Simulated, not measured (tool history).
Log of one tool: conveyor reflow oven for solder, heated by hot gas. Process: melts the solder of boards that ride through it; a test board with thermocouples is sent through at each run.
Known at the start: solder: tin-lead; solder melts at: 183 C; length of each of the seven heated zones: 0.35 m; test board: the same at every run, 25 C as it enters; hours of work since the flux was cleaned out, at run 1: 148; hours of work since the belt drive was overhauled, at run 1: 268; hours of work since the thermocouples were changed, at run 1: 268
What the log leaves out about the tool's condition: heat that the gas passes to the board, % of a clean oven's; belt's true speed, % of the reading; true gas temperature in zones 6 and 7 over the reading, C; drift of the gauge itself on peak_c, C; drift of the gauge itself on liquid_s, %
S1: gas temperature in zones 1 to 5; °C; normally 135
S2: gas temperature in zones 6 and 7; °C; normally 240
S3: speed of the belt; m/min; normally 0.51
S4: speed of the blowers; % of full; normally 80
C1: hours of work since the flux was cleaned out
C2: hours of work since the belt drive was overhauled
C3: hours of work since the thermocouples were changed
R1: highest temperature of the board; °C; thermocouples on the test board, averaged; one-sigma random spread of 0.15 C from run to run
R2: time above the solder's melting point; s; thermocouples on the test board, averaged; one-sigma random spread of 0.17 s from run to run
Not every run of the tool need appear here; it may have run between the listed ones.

{"run": 1, "hour": 0.0, "S1": 135, "S2": 240, "S3": 0.51, "S4": 80, "C1": 148, "C2": 268, "C3": 268, "R1": 226, "R2": 67.8}
{"hour": 26.0, "done": "flux residue cleaned out of gas plates and filters"}
{"run": 2, "hour": 71.5, "S1": 135, "S2": 240, "S3": 0.51, "S4": 80, "C1": 29, "C2": 310, "C3": 310, "R1": 226.6, "R2": 68.3}
{"run": 3, "hour": 111.1, "S1": 135, "S2": 240, "S3": 0.51, "S4": 80, "C1": 53, "C2": 335, "C3": 335, "R1": 226.8, "R2": 68.5}
{"run": 4, "hour": 171.0, "S1": 135, "S2": 240, "S3": 0.51, "S4": 80, "C1": 91, "C2": 373, "C3": 373, "R1": 226.5, "R2": 68.1}
{"run": 5, "hour": 206.1, "S1": 135, "S2": 240, "S3": 0.51, "S4": 80, "C1": 113, "C2": 395, "C3": 395, "R1": 226.5, "R2": 68}
{"run": 6, "hour": 249.5, "S1": 135, "S2": 240, "S3": 0.51, "S4": 80, "C1": 140, "C2": 422, "C3": 422, "R1": 226.3, "R2": 68.3}
{"hour": 287.5, "done": "flux residue cleaned out of gas plates and filters"}
{"run": 7, "hour": 298.0, "S1": 138, "S2": 240, "S3": 0.51, "S4": 80, "C1": 7, "C2": 449, "C3": 449, "R1": 227.5, "R2": 70.1}
{"run": 8, "hour": 336.6, "S1": 138, "S2": 240, "S3": 0.51, "S4": 81, "C1": 31, "C2": 473, "C3": 473, "R1": 227.7, "R2": 69.9}
{"run": 9, "hour": 385.6, "S1": 138, "S2": 240, "S3": 0.51, "S4": 81, "C1": 62, "C2": 504, "C3": 504, "R1": 227.8, "R2": 70}
{"run": 10, "hour": 415.5, "S1": 138, "S2": 240, "S3": 0.51, "S4": 81, "C1": 80, "C2": 523, "C3": 523, "R1": 227.7, "R2": 70.1}
{"run": 11, "hour": 450.5, "S1": 138, "S2": 240, "S3": 0.51, "S4": 81, "C1": 102, "C2": 545, "C3": 545, "R1": 227.7, "R2": 70}
{"run": 12, "hour": 491.7, "S1": 138, "S2": 240, "S3": 0.51, "S4": 81, "C1": 128, "C2": 571, "C3": 571, "R1": 227.6, "R2": 70.2}
{"run": 13, "hour": 523.9, "S1": 138, "S2": 240, "S3": 0.51, "S4": 81, "C1": 148, "C2": 591, "C3": 591, "R1": 227.6, "R2": 70.2}
{"hour": 549.3, "done": "flux residue cleaned out of gas plates and filters"}
{"run": 14, "hour": 589.4, "S1": 135, "S2": 240, "S3": 0.51, "S4": 80, "C1": 25, "C2": 629, "C3": 629, "R1": 227.4, "R2": 69.1}
{"hour": 620.9, "done": "thermocouples of zones 6 and 7 changed"}
{"run": 15, "hour": 625.3, "S1": 135, "S2": 240, "S3": 0.51, "S4": 80, "C1": 46, "C2": 650, "C3": 3, "R1": 226.2, "R2": 68.3}
{"run": 16, "hour": 686.6, "S1": 144, "S2": 236, "S3": 0.604, "S4": 58, "C1": 85, "C2": 689, "C3": 41, "R1": 212.4, "R2": 48.9}
{"run": 17, "hour": 745.8, "S1": 140, "S2": 236, "S3": 0.444, "S4": 86, "C1": 122, "C2": 726, "C3": 78, "R1": 227.5, "R2": 82.7}
{"run": 18, "hour": 794.9, "S1": 147, "S2": 237, "S3": 0.51, "S4": 80, "C1": 153, "C2": 757, "C3": 109, "R1": 225, "R2": 71.9}
{"hour": 814.5, "done": "flux residue cleaned out of gas plates and filters"}
{"run": 19, "hour": 855.1, "S1": 147, "S2": 237, "S3": 0.51, "S4": 80, "C1": 26, "C2": 792, "C3": 144, "R1": 225.8, "R2": 72.4}
{"run": 20, "hour": 921.6, "S1": 128, "S2": 240, "S3": 0.51, "S4": 60, "C1": 67, "C2": 833, "C3": 186, "R1": 219.7, "R2": 60.7}
{"run": 21, "hour": 972.5, "S1": 144, "S2": 253, "S3": 0.51, "S4": 60, "C1": 99, "C2": 865, "C3": 218, "R1": 234, "R2": 76.1}
{"run": 22, "hour": 1004.0, "S1": 144, "S2": 253, "S3": 0.51, "S4": 60, "C1": 119, "C2": 885, "C3": 237, "R1": 233.8, "R2": 76.1}
{"run": 23, "hour": 1045.4, "S1": 144, "S2": 253, "S3": 0.51, "S4": 60, "C1": 145, "C2": 911, "C3": 263, "R1": 234.1, "R2": 75.9}
{"hour": 1078.6, "done": "flux residue cleaned out of gas plates and filters"}
{"run": 24, "hour": 1096.3, "S1": 144, "S2": 253, "S3": 0.51, "S4": 60, "C1": 11, "C2": 940, "C3": 292, "R1": 235, "R2": 77}
{"run": 25, "hour": 1126.1, "S1": 132, "S2": 253, "S3": 0.52, "S4": 74, "C1": 30, "C2": 959, "C3": 311, "R1": 236.3, "R2": 72}
{"run": 26, "hour": 1161.1, "S1": 132, "S2": 253, "S3": 0.52, "S4": 52, "C1": 52, "C2": 981, "C3": 333, "R1": 228.2, "R2": 66.5}
{"hour": 1191.6, "done": "belt drive overhauled, speed set with a stopwatch"}
{"run": 27, "hour": 1208.0, "S1": 132, "S2": 254, "S3": 0.459, "S4": 57, "C1": 79, "C2": 10, "C3": 360, "R1": 236.1, "R2": 80.3}
{"run": 28, "hour": 1248.7, "S1": 123, "S2": 240, "S3": 0.413, "S4": 80, "C1": 104, "C2": 36, "C3": 385, "R1": 231.3, "R2": 84.3}
{"run": 29, "hour": 1296.2, "S1": 123, "S2": 242, "S3": 0.57, "S4": 57, "C1": 134, "C2": 66, "C3": 415, "R1": 214, "R2": 46.8}

Take each entry between the runs: how does the hidden state at the last listed run before it differ from the hidden state at the first listed run after it?
In the gap between runs 1 and 2: flux residue cleaned out of gas plates and filters (hour 26)
  heat that the gas passes to the board, % of a clean oven's: 96.5 -> 99.3; belt's true speed, % of the reading: 99.72 -> 99.67; true gas temperature in zones 6 and 7 over the reading, C: 0.52 -> 0.64
  what was measured, less what the result would be without the hidden state, R1: -0.3 -> +0.5 °C; R2: -0.1 -> +0.5 s
In the gap between runs 6 and 7: flux residue cleaned out of gas plates and filters (hour 287.5)
  heat that the gas passes to the board, % of a clean oven's: 96.8 -> 99.8; belt's true speed, % of the reading: 99.54 -> 99.51; true gas temperature in zones 6 and 7 over the reading, C: 0.96 -> 1.03
  what was measured, less what the result would be without the hidden state, R1: +0.2 -> +1 °C; R2: +0.4 -> +0.9 s
In the gap between runs 13 and 14: flux residue cleaned out of gas plates and filters (hour 549.3)
  heat that the gas passes to the board, % of a clean oven's: 96.8 -> 99.1; belt's true speed, % of the reading: 99.36 -> 99.32; true gas temperature in zones 6 and 7 over the reading, C: 1.43 -> 1.54
  what was measured, less what the result would be without the hidden state, R1: +0.7 -> +1.3 °C; R2: +0.8 -> +1.3 s
In the gap between runs 14 and 15: thermocouples of zones 6 and 7 changed (hour 620.9)
  heat that the gas passes to the board, % of a clean oven's: 99.1 -> 98.7; belt's true speed, % of the reading: 99.32 -> 99.3; true gas temperature in zones 6 and 7 over the reading, C: 1.54 -> 0.14
  what was measured, less what the result would be without the hidden state, R1: +1.3 -> +0 °C; R2: +1.3 -> +0.5 s
In the gap between runs 18 and 19: flux residue cleaned out of gas plates and filters (hour 814.5)
  heat that the gas passes to the board, % of a clean oven's: 96.4 -> 98.9; belt's true speed, % of the reading: 99.18 -> 99.14; true gas temperature in zones 6 and 7 over the reading, C: 0.44 -> 0.53
  what was measured, less what the result would be without the hidden state, R1: -0.1 -> +0.4 °C; R2: +0.5 -> +0.9 s
In the gap between runs 23 and 24: flux residue cleaned out of gas plates and filters (hour 1078.6)
  heat that the gas passes to the board, % of a clean oven's: 96.2 -> 99.3; belt's true speed, % of the reading: 98.99 -> 98.96; true gas temperature in zones 6 and 7 over the reading, C: 0.87 -> 0.95
  what was measured, less what the result would be without the hidden state, R1: +0.3 -> +1 °C; R2: +0.9 -> +1.5 s
In the gap between runs 26 and 27: belt drive overhauled, speed set with a stopwatch (hour 1191.6)
  heat that the gas passes to the board, % of a clean oven's: 98.4 -> 97.8; belt's true speed, % of the reading: 98.91 -> 100; true gas temperature in zones 6 and 7 over the reading, C: 1.07 -> 1.14
  what was measured, less what the result would be without the hidden state, R1: +1 -> +0.5 °C; R2: +1.5 -> +0.3 s
